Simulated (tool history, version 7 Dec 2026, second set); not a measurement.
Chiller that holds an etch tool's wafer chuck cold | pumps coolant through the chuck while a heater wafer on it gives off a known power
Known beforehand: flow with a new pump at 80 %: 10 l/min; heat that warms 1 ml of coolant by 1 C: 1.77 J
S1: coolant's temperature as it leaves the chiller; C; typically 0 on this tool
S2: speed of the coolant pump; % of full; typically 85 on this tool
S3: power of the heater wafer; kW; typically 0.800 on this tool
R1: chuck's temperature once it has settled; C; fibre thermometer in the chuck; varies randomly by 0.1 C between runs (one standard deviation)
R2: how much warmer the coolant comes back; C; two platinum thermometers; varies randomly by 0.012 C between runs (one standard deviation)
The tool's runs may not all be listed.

Run 1, hour 0.0: usual settings. Result: R1 8.8 C, R2 2.55 C.
Run 2, hour 24.2: usual settings. Result: R1 8.9 C, R2 2.55 C.
Run 3, hour 47.8: usual settings. Result: R1 8.8 C, R2 2.56 C.
Run 4, hour 64.6: usual settings but S2 96 % of full. Result: R1 8.0 C, R2 2.23 C.
Run 5, hour 90.6: usual settings but S2 96 % of full. Result: R1 7.9 C, R2 2.24 C.
Run 6, hour 119.8: usual settings. Result: R1 9.0 C, R2 2.59 C.
Run 7, hour 137.9: usual settings. Result: R1 8.9 C, R2 2.56 C.
Run 8, hour 165.8: usual settings. Result: R1 8.9 C, R2 2.57 C.
Run 9, hour 190.6: usual settings but S2 73 % of full. Result: R1 10.2 C, R2 3.01 C.
Run 10, hour 216.8: usual settings but S2 73 % of full. Result: R1 10.2 C, R2 3.00 C.
At hour 224.2: coolant pump overhauled.
Run 11, hour 234.7: usual settings but S2 73 % of full. Result: R1 10.1 C, R2 3.01 C.
Run 12, hour 265.0: usual settings but S2 84 % of full. Result: R1 8.9 C, R2 2.60 C.
Run 13, hour 286.8: usual settings but S2 84 % of full. Result: R1 9.2 C, R2 2.60 C.
Run 14, hour 305.5: usual settings but S2 84 % of full. Result: R1 9.0 C, R2 2.62 C.
Run 15, hour 319.4: usual settings but S2 84 % of full. Result: R1 9.0 C, R2 2.59 C.
At hour 337.1: coolant pump overhauled, once more.
Run 16, hour 347.2: usual settings but S2 90 % of full. Result: R1 8.5 C, R2 2.39 C.
Run 17, hour 377.2: usual settings but S2 91 % of full, S3 0.850 kW. Result: R1 8.8 C, R2 2.53 C.
Run 18, hour 404.0: usual settings but S1 -3 C, S2 75 % of full, S3 0.838 kW. Result: R1 7.3 C, R2 3.06 C.
Run 19, hour 434.7: usual settings but S3 0.415 kW. Result: R1 4.7 C, R2 1.32 C.
Run 20, hour 448.3: usual settings but S2 86 % of full, S3 0.464 kW. Result: R1 4.9 C, R2 1.46 C.
Run 21, hour 472.3: usual settings but S2 86 % of full, S3 0.464 kW. Result: R1 4.9 C, R2 1.46 C.

For run 22, what comes out?
Run 22, hour 500.3: usual settings but S2 86 % of full, S3 0.464 kW. Result: R1 ?, R2 ?.

{"run 22": {"R1": 5.0, "R2": 1.45}}
Take away the tool's hidden state, keep the run-to-run variation as it was, and the same run would have given R1 4.6 C, R2 1.45 C.
